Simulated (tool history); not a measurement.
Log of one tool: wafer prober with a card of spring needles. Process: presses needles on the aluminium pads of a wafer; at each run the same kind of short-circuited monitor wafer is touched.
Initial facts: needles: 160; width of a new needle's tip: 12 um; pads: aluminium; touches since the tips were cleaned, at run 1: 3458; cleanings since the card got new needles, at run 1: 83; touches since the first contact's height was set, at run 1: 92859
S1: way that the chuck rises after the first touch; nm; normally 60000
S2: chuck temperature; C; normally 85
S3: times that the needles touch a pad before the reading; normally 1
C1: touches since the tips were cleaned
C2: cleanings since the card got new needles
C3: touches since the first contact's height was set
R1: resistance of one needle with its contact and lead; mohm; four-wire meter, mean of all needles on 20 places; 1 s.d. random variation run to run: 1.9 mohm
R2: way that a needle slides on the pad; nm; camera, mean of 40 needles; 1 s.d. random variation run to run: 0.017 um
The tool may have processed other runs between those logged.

run,hour,S1,S2,S3,C1,C2,C3,R1,R2
1,0.0,60000,85,1,3458,83,92859,204,8640
# hour 8.6: tips cleaned on abrasive film
# hour 29.2: tips cleaned on abrasive film
2,36.9,60000,85,1,2160,85,103137,200,8660
# hour 49.0: tips cleaned on abrasive film
# hour 67.5: tips cleaned on abrasive film
3,69.4,60000,85,1,518,87,112167,205,8660
# hour 86.3: tips cleaned on abrasive film
# hour 106.3: tips cleaned on abrasive film
4,122.6,60000,85,1,4567,89,127032,199,8650
# hour 127.0: tips cleaned on abrasive film
# hour 131.6: height of the first contact set anew
# hour 147.5: tips cleaned on abrasive film
# hour 168.9: tips cleaned on abrasive film
5,169.6,69000,85,1,194,92,10590,200,9960
# hour 186.7: tips cleaned on abrasive film
# hour 207.0: tips cleaned on abrasive film
# hour 227.2: tips cleaned on abrasive film
6,229.9,69000,85,1,744,95,27393,203,9950
# hour 245.3: tips cleaned on abrasive film
# hour 265.4: tips cleaned on abrasive film
# hour 286.8: tips cleaned on abrasive film
7,286.8,69000,85,1,0,98,43238,198,9950
# hour 306.5: tips cleaned on abrasive film
# hour 325.9: tips cleaned on abrasive film
8,325.9,69000,85,1,0,100,54122,203,9930
# hour 344.7: tips cleaned on abrasive film
# hour 365.8: tips cleaned on abrasive film
# hour 383.4: tips cleaned on abrasive film
9,383.4,69000,85,2,0,103,70134,200,9970
# hour 402.2: tips cleaned on abrasive film
# hour 421.2: tips cleaned on abrasive film
# hour 441.5: tips cleaned on abrasive film
10,444.5,60000,85,1,838,106,87172,202,8660
# hour 459.9: tips cleaned on abrasive film
# hour 480.1: tips cleaned on abrasive film
11,482.2,64000,85,1,590,108,97677,201,9220
# hour 499.0: tips cleaned on abrasive film
# hour 519.8: tips cleaned on abrasive film
12,536.7,64000,85,1,4740,110,112885,201,9230
# hour 541.1: tips cleaned on abrasive film
# hour 560.4: tips cleaned on abrasive film
13,574.8,60000,85,1,4035,112,123493,203,8650
# hour 579.2: tips cleaned on abrasive film
# hour 595.4: height of the first contact set anew
# hour 599.7: tips cleaned on abrasive film
# hour 621.1: tips cleaned on abrasive film
14,628.2,44000,85,1,1984,115,9137,204,6410
# hour 640.0: tips cleaned on abrasive film
# hour 658.2: tips cleaned on abrasive film
15,658.2,44000,85,1,0,117,17489,206,6360
# hour 676.8: tips cleaned on abrasive film
# hour 696.9: tips cleaned on abrasive film
16,713.1,60000,56,1,4533,119,32797,197,8640
# hour 716.8: tips cleaned on abrasive film
# hour 735.6: tips cleaned on abrasive film
# hour 753.6: tips cleaned on abrasive film
17,755.3,60000,56,1,473,122,44523,197,8650
# hour 771.0: tips cleaned on abrasive film
# hour 790.2: tips cleaned on abrasive film
18,790.2,60000,30,1,0,124,54251,187,8660
# hour 810.8: tips cleaned on abrasive film
# hour 831.4: tips cleaned on abrasive film
19,838.6,60000,30,1,2023,126,67749,192,8640
# hour 850.6: tips cleaned on abrasive film
# hour 871.9: tips cleaned on abrasive film
20,882.0,60000,60,1,2831,128,79839,194,8680
# hour 890.6: tips cleaned on abrasive film
# hour 909.8: tips cleaned on abrasive film
21,909.8,74000,60,1,0,130,87557,196,10700
# hour 929.6: tips cleaned on abrasive film
# hour 949.2: tips cleaned on abrasive film
22,959.1,48000,85,2,2770,132,101314,202,6910
# hour 966.6: tips cleaned on abrasive film
# hour 987.0: tips cleaned on abrasive film
# hour 1007.0: tips cleaned on abrasive film
# hour 1025.4: tips cleaned on abrasive film
23,1025.4,48000,85,2,0,136,119769,204,6900
# hour 1045.4: tips cleaned on abrasive film
# hour 1056.4: height of the first contact set anew
# hour 1065.0: tips cleaned on abrasive film
# hour 1085.5: tips cleaned on abrasive film
24,1093.6,76000,98,1,2270,139,10361,201,10950
# hour 1106.5: tips cleaned on abrasive film
# hour 1125.1: tips cleaned on abrasive film
# hour 1145.2: tips cleaned on abrasive film
25,1152.5,76000,98,1,2023,142,26745,206,10920
# hour 1164.4: tips cleaned on abrasive film
# hour 1183.9: tips cleaned on abrasive film
# hour 1202.3: tips cleaned on abrasive film
26,1203.1,76000,98,1,230,145,40855,202,10970
# hour 1223.2: tips cleaned on abrasive film
# hour 1243.5: tips cleaned on abrasive film
# hour 1263.6: tips cleaned on abrasive film
27,1267.0,60000,48,2,947,148,58636,194,8660
# hour 1284.4: tips cleaned on abrasive film
# hour 1304.0: tips cleaned on abrasive film
28,1308.8,60000,57,1,1355,150,70307,196,8670

Consider 4 possible next runs. They are alternatives, not a sequence: every one starts from the tool as it was left by run 28. What does each give?
# hour 1323.7: tips cleaned on abrasive film
# hour 1342.1: tips cleaned on abrasive film
# hour 1362.1: tips cleaned on abrasive film
A,1362.1,62000,85,3,0,153,85148,?,?
# hour 1323.7: tips cleaned on abrasive film
# hour 1342.1: tips cleaned on abrasive film
# hour 1362.1: tips cleaned on abrasive film
B,1362.1,60000,43,1,0,153,85148,?,?
# hour 1323.7: tips cleaned on abrasive film
# hour 1342.1: tips cleaned on abrasive film
# hour 1362.1: tips cleaned on abrasive film
C,1362.1,42000,31,1,0,153,85148,?,?
# hour 1323.7: tips cleaned on abrasive film
# hour 1342.1: tips cleaned on abrasive film
# hour 1362.1: tips cleaned on abrasive film
D,1362.1,41000,108,2,0,153,85148,?,?

run,R1,R2
A,197,8940
B,193,8650
C,193,6060
D,210,5930
Take away the tool's hidden state, keep each run's random variation, and the runs would have read:
run,R1,R2
A,197,8940
B,193,8650
C,193,6060
D,209,5930
